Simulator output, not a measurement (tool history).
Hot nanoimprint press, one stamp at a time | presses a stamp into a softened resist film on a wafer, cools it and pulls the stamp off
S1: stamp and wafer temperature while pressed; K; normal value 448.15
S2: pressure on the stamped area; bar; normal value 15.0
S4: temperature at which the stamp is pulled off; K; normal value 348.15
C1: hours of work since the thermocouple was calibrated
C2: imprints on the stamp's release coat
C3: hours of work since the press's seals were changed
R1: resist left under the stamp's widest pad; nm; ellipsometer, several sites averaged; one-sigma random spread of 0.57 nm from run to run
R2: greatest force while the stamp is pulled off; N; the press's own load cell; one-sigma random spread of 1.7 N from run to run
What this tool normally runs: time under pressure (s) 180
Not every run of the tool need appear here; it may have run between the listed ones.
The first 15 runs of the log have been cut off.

run 16 hour=102.0 | S1=448.15 S2=15.0 time_under_pressure_(s)=180 S4=337.15 | C1=533 C2=897 C3=164 | R1=185.7 R2=204
run 17 hour=108.2 | S1=448.15 S2=15.0 time_under_pressure_(s)=180 S4=337.15 | C1=538 C2=925 C3=168 | R1=185.7 R2=203
run 18 hour=118.1 | S1=448.15 S2=15.0 time_under_pressure_(s)=180 S4=337.15 | C1=545 C2=969 C3=176 | R1=186.2 R2=204
-- hour=129.6 plate thermocouple calibrated
run 19 hour=131.0 | S1=448.15 S2=15.0 time_under_pressure_(s)=164 S4=355.15 | C1=1 C2=1014 C3=183 | R1=192.3 R2=150
run 20 hour=137.8 | S1=448.15 S2=15.0 time_under_pressure_(s)=164 S4=355.15 | C1=6 C2=1045 C3=188 | R1=193.5 R2=152
run 21 hour=147.8 | S1=455.15 S2=13.7 time_under_pressure_(s)=333 S4=355.15 | C1=14 C2=1090 C3=196 | R1=120.7 R2=148
-- hour=156.0 stamp cleaned and given a new release coat
run 22 hour=162.2 | S1=455.15 S2=13.7 time_under_pressure_(s)=333 S4=355.15 | C1=20 C2=29 C3=202 | R1=120.7 R2=150
run 23 hour=171.2 | S1=444.15 S2=15.0 time_under_pressure_(s)=338 S4=344.15 | C1=27 C2=69 C3=209 | R1=166.8 R2=178
run 24 hour=179.7 | S1=444.15 S2=15.0 time_under_pressure_(s)=338 S4=344.15 | C1=33 C2=107 C3=215 | R1=167.3 R2=182
run 25 hour=189.3 | S1=448.15 S2=15.0 time_under_pressure_(s)=180 S4=348.15 | C1=40 C2=150 C3=222 | R1=186.5 R2=169
run 26 hour=195.2 | S1=451.15 S2=13.5 time_under_pressure_(s)=94 S4=355.15 | C1=45 C2=177 C3=227 | R1=224.1 R2=149
run 27 hour=204.7 | S1=451.15 S2=11.5 time_under_pressure_(s)=94 S4=351.15 | C1=52 C2=219 C3=234 | R1=237.1 R2=163
run 28 hour=214.3 | S1=437.15 S2=15.0 time_under_pressure_(s)=308 S4=345.15 | C1=59 C2=263 C3=241 | R1=219.9 R2=179
run 29 hour=222.0 | S1=448.15 S2=15.0 time_under_pressure_(s)=180 S4=335.15 | C1=65 C2=297 C3=247 | R1=185.9 R2=205
run 30 hour=229.1 | S1=448.15 S2=15.0 time_under_pressure_(s)=180 S4=335.15 | C1=70 C2=329 C3=252 | R1=187.1 R2=206
run 31 hour=239.6 | S1=439.15 S2=15.0 time_under_pressure_(s)=180 S4=337.15 | C1=78 C2=377 C3=260 | R1=244.8 R2=198

Alternative continuations, all from the tool just after run 31; predict every row:
run A hour=244.2 | S1=439.15 S2=23.4 time_under_pressure_(s)=178 S4=339.15 | C1=81 C2=397 C3=263 | R1=? R2=?
run B hour=244.2 | S1=448.15 S2=15.0 time_under_pressure_(s)=204 S4=348.15 | C1=81 C2=397 C3=263 | R1=? R2=?
run C hour=244.2 | S1=460.15 S2=15.0 time_under_pressure_(s)=314 S4=337.15 | C1=81 C2=397 C3=263 | R1=? R2=?

run=A R1=207.5 R2=194
run=B R1=177.8 R2=171
run=C R1=101.2 R2=199
What these runs would have given with no unlogged condition in the tool:
run=A R1=207.4 R2=194
run=B R1=177.8 R2=171
run=C R1=101.1 R2=199
